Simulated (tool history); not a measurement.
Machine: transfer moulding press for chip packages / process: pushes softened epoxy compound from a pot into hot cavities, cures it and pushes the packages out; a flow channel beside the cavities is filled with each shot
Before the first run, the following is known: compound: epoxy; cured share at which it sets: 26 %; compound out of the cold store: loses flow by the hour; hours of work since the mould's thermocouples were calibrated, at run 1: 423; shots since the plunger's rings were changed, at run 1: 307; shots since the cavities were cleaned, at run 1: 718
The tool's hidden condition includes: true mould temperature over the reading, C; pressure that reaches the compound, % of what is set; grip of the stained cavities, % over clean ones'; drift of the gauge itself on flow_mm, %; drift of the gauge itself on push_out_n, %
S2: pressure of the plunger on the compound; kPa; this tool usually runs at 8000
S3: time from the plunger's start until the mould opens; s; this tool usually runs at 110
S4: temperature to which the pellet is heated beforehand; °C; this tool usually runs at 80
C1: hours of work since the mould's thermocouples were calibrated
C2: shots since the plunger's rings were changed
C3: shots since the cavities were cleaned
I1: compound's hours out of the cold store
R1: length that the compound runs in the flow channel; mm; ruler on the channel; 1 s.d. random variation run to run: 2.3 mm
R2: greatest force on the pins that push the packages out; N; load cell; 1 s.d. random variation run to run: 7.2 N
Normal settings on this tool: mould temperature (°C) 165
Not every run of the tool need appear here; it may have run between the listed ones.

Run 1, hour 0.0: usual settings; C1 423; C2 307; C3 718; I1 45.0. Result: R1 646 mm, R2 520 N.
At hour 12.5: cavities cleaned with cleaning compound and waxed.
Run 2, hour 16.9: usual settings; C1 431; C2 458; C3 43; I1 36.1. Result: R1 672 mm, R2 343 N.
Run 3, hour 34.3: usual settings; C1 441; C2 628; C3 213; I1 17.6. Result: R1 743 mm, R2 424 N.
Run 4, hour 42.8: usual settings; C1 446; C2 712; C3 297; I1 44.4. Result: R1 645 mm, R2 439 N.
Run 5, hour 54.7: usual settings; C1 452; C2 828; C3 413; I1 39.4. Result: R1 657 mm, R2 481 N.
Run 6, hour 66.9: usual settings; C1 459; C2 947; C3 532; I1 40.8. Result: R1 655 mm, R2 519 N.
Run 7, hour 83.3: usual settings but S2 9260 kPa; C1 468; C2 1107; C3 692; I1 27.2. Result: R1 753 mm, R2 526 N.
At hour 98.9: cavities cleaned with cleaning compound and waxed.
Run 8, hour 101.0: usual settings but S4 76 °C; C1 477; C2 1266; C3 21; I1 41.1. Result: R1 651 mm, R2 327 N.
Run 9, hour 112.0: usual settings but S4 76 °C; C1 483; C2 1374; C3 129; I1 28.4. Result: R1 692 mm, R2 382 N.
Run 10, hour 127.5: usual settings but S4 76 °C; C1 492; C2 1525; C3 280; I1 41.8. Result: R1 651 mm, R2 427 N.
Run 11, hour 137.9: usual settings but S4 76 °C; C1 498; C2 1627; C3 382; I1 8.0. Result: R1 778 mm, R2 467 N.
Run 12, hour 156.3: usual settings but S4 76 °C; C1 508; C2 1807; C3 562; I1 30.8. Result: R1 684 mm, R2 506 N.
At hour 170.1: mould's thermocouples calibrated.
Run 13, hour 174.3: usual settings but S4 76 °C; C1 2; C2 1964; C3 719; I1 36.0. Result: R1 671 mm, R2 539 N.
At hour 187.1: cavities cleaned with cleaning compound and waxed.
Run 14, hour 191.4: usual settings but S4 76 °C; C1 11; C2 2116; C3 42; I1 26.9. Result: R1 704 mm, R2 336 N.
Run 15, hour 201.2: usual settings but S2 9310 kPa, S3 149 s, S4 76 °C; C1 16; C2 2212; C3 138; I1 14.7. Result: R1 805 mm, R2 363 N.
Run 16, hour 218.9: usual settings but S2 9310 kPa, S3 149 s, S4 76 °C; C1 26; C2 2385; C3 311; I1 27.4. Result: R1 749 mm, R2 435 N.
Run 17, hour 234.3: usual settings but S2 9310 kPa, S3 149 s, S4 76 °C; C1 35; C2 2536; C3 462; I1 39.5. Result: R1 710 mm, R2 480 N.
Run 18, hour 242.5: usual settings but S2 9310 kPa, S3 149 s, S4 76 °C; C1 39; C2 2616; C3 542; I1 10.7. Result: R1 824 mm, R2 488 N.
Run 19, hour 261.5: usual settings but S2 7590 kPa, S3 149 s, S4 72 °C; C1 50; C2 2802; C3 728; I1 24.4. Result: R1 687 mm, R2 511 N.
Run 20, hour 270.2: usual settings but mould temperature (°C) 158, S2 7760 kPa, S3 90 s, S4 70 °C; C1 55; C2 2887; C3 813; I1 39.6. Result: R1 659 mm, R2 969 N.
At hour 272.8: cavities cleaned with cleaning compound and waxed.
Run 21, hour 288.1: usual settings but mould temperature (°C) 158, S2 7760 kPa, S3 90 s, S4 70 °C; C1 64; C2 3047; C3 149; I1 21.0. Result: R1 726 mm, R2 779 N.
Run 22, hour 299.0: usual settings but mould temperature (°C) 167, S3 103 s; C1 70; C2 3154; C3 256; I1 17.0. Result: R1 732 mm, R2 446 N.
At hour 305.0: plunger's sealing rings changed.
Run 23, hour 313.5: usual settings but S3 121 s, S4 85 °C; C1 77; C2 83; C3 373; I1 31.1. Result: R1 693 mm, R2 467 N.
Run 24, hour 328.5: usual settings but S2 7800 kPa, S3 121 s, S4 83 °C; C1 85; C2 230; C3 520; I1 22.2. Result: R1 718 mm, R2 505 N.
Run 25, hour 341.6: usual settings but S2 6930 kPa, S3 112 s, S4 83 °C; C1 92; C2 358; C3 648; I1 37.0. Result: R1 625 mm, R2 518 N.
Run 26, hour 357.4: usual settings but mould temperature (°C) 159, S4 75 °C; C1 101; C2 513; C3 803; I1 40.9. Result: R1 678 mm, R2 649 N.
At hour 362.2: cavities cleaned with cleaning compound and waxed.
Run 27, hour 377.4: usual settings but mould temperature (°C) 159, S4 75 °C; C1 111; C2 693; C3 148; I1 43.5. Result: R1 663 mm, R2 451 N.
Run 28, hour 386.5: usual settings but S4 86 °C; C1 116; C2 783; C3 238; I1 41.2. Result: R1 656 mm, R2 449 N.

Here are 4 independent what-if runs from the current tool condition. What would each one return?
Run A, hour 405.2: usual settings but S2 9030 kPa, S3 91 s; C1 127; C2 966; C3 421; I1 18.6. Result: R1 ?, R2 ?.
Run B, hour 405.2: usual settings but mould temperature (°C) 161, S4 86 °C; C1 127; C2 966; C3 421; I1 47.3. Result: R1 ?, R2 ?.
Run C, hour 405.2: usual settings but mould temperature (°C) 157, S4 79 °C; C1 127; C2 966; C3 421; I1 20.1. Result: R1 ?, R2 ?.
Run D, hour 405.2: usual settings but S3 101 s, S4 70 °C; C1 127; C2 966; C3 421; I1 24.8. Result: R1 ?, R2 ?.

run   R1   R2
  A  779  574
  B  642  549
  C  751  694
  D  712  552
Had the tool no hidden state, the same runs would have come out as:
run   R1   R2
  A  786  356
  B  647  342
  C  758  430
  D  718  340
